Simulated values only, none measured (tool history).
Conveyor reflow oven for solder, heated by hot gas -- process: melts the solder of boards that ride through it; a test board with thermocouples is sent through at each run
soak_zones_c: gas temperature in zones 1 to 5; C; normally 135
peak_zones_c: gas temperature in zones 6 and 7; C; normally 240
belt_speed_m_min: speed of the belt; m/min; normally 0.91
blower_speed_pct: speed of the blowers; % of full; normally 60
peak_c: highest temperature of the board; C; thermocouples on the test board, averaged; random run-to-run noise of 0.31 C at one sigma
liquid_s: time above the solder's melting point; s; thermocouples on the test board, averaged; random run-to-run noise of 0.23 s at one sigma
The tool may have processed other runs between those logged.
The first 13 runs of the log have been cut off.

run	hour	soak_zones_c	peak_zones_c	belt_speed_m_min	blower_speed_pct	peak_c	liquid_s
14	236.5	135	240	1.053	51	205	24.6
15	251.6	135	240	0.91	60	214.7	36.3
16	277.6	135	251	0.97	60	220	37
17	291.2	135	250	0.97	50	216.1	34.7
18	315.5	135	254	0.91	75	229	44.2
19	331.5	129	240	0.91	75	217.3	36.2
20	343	129	240	0.91	75	216.5	36.3
21	355.2	135	240	0.77	68	222.4	49.2
22	367.5	126	240	0.742	60	220.9	47.3
23	383.8	126	240	0.742	60	220.6	47.1
# hour 404.6: flux residue cleaned out of gas plates and filters
24	413.9	135	242	0.778	60	225.7	49.7
25	433.2	135	251	0.778	50	230.1	52.4
26	447.4	135	251	0.778	50	230.2	51.9
27	468.5	121	251	1.081	50	210.1	24.7
28	484.4	148	253	0.793	78	239.3	58.5
29	496.1	147	233	1.069	61	209.1	29.6
30	519.9	147	233	1.069	61	209.1	29.7

Forecast each of these 4 alternatives for the next run:
A	542.4	133	240	0.91	60	?	?
B	542.4	135	240	0.807	60	?	?
C	542.4	135	251	1.003	60	?	?
D	542.4	147	233	0.891	76	?	?

run	peak_c	liquid_s
A	217.1	37.8
B	222.3	46.3
C	222	36.7
D	218.1	43.3
The same runs, with their run-to-run variation unchanged, on a tool lacking any hidden condition would have given:
run	peak_c	liquid_s
A	215	36.4
B	220	44.7
C	220.1	35.5
D	215.9	41.9

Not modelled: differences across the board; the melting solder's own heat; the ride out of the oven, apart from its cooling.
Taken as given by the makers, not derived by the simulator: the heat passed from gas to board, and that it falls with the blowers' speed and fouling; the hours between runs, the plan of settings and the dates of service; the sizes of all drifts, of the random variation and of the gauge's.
